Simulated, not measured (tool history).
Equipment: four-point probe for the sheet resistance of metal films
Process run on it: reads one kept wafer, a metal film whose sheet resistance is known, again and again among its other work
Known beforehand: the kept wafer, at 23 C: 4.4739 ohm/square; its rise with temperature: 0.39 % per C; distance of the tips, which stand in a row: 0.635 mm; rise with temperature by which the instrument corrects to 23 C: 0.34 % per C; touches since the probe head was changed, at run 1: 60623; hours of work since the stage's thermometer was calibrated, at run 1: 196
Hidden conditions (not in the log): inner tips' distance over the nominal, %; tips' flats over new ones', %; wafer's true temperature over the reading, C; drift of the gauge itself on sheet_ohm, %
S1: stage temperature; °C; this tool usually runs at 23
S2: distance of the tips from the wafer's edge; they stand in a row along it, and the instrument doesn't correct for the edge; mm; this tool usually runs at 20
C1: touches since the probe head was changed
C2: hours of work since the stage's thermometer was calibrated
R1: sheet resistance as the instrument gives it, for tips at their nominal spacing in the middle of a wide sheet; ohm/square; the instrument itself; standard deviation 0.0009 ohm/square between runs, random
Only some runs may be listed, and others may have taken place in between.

| run | hour | S1 | S2 | C1 | C2 | R1 |
|---|---|---|---|---|---|---|
| 1 | 0.0 | 23 | 20 | 60623 | 196 | 4.477503 |
| 2 | 51.0 | 23 | 20 | 62716 | 237 | 4.475705 |
| 3 | 102.6 | 23 | 20 | 64836 | 278 | 4.475881 |
| 4 | 137.8 | 23 | 20 | 66281 | 306 | 4.476818 |
| 5 | 202.0 | 23 | 7 | 68916 | 357 | 4.493108 |
| 6 | 262.5 | 23 | 7 | 71400 | 405 | 4.495373 |
| 7 | 322.2 | 23 | 70 | 73850 | 453 | 4.474841 |
| 8 | 381.8 | 23 | 70 | 76301 | 501 | 4.474358 |
| 9 | 426.7 | 23 | 70 | 78141 | 536 | 4.473895 |
| 10 | 488.1 | 23 | 70 | 80665 | 585 | 4.473984 |
| 11 | 528.2 | 23 | 6 | 82310 | 617 | 4.500789 |
| 12 | 559.2 | 23 | 6 | 83583 | 642 | 4.501406 |
| 13 | 608.1 | 23 | 6 | 85591 | 681 | 4.500603 |
| 14 | 668.6 | 23 | 6 | 88075 | 729 | 4.501707 |
| 15 | 716.3 | 19 | 20 | 90033 | 767 | 4.468663 |
| 16 | 771.4 | 19 | 64 | 92294 | 811 | 4.466378 |
| 17 | 827.4 | 22 | 4 | 94593 | 856 | 4.533324 |
| 18 | 866.4 | 23 | 26 | 96194 | 887 | 4.474839 |
| 19 | 914.3 | 23 | 26 | 98160 | 925 | 4.476304 |
| 20 | 959.8 | 27 | 5 | 100031 | 962 | 4.520820 |
| 21 | 1014.2 | 27 | 51 | 102265 | 1005 | 4.483131 |
| 22 | 1066.6 | 28 | 28 | 104416 | 1047 | 4.486287 |

Forecast run 23:
| 23 | 1102.8 | 25 | 52 | 105900 | 1076 | ? |

Run 23 gave R1 4.479018 ohm/square.
With no hidden state in the tool, this same run would have given R1 4.478398 ohm/square.
